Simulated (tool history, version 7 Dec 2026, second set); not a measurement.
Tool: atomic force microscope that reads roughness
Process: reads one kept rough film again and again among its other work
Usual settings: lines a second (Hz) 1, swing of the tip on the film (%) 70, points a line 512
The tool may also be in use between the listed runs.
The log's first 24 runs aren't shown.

run,hour,lines a second (Hz),swing of the tip on the film (%),points a line,roughness of the kept film (nm (root mean square))
25,381.7,0.86,55,346,4.154
26,396.4,0.86,55,346,4.105
27,413.6,1.96,63,566,3.81
28,432.1,2.8,70,512,3.452
# hour 434.9: height scale calibrated on a step standard
29,451.8,3.43,85,391,2.737
30,471.9,3.43,85,391,2.696
31,488.6,3.43,85,391,2.645
# hour 510.7: height scale calibrated on a step standard, once more
32,511.8,3.43,85,391,2.593
33,525.7,1.17,74,352,3.37
34,536,1,76,512,3.343
# hour 546.8: new tip fitted
35,558,0.81,84,995,4.291
36,574.1,2.54,63,512,4.185
37,589.4,0.93,62,512,4.389
38,605.7,0.89,70,944,4.213
39,621,1.67,70,351,3.937
40,638.8,1.67,70,351,3.877
41,659.6,1,67,696,3.975

4 ways to go on from here, each from the tool as it stands after run 41. What would each give?
A,680.3,0.87,87,696,?
B,680.3,0.78,56,523,?
C,680.3,1.49,83,565,?
D,680.3,1,68,512,?

run,roughness of the kept film (nm (root mean square))
A,3.66
B,4.017
C,3.474
D,3.881
Without the tool's hidden state the same runs would have given:
run,roughness of the kept film (nm (root mean square))
A,4.337
B,4.761
C,4.119
D,4.601

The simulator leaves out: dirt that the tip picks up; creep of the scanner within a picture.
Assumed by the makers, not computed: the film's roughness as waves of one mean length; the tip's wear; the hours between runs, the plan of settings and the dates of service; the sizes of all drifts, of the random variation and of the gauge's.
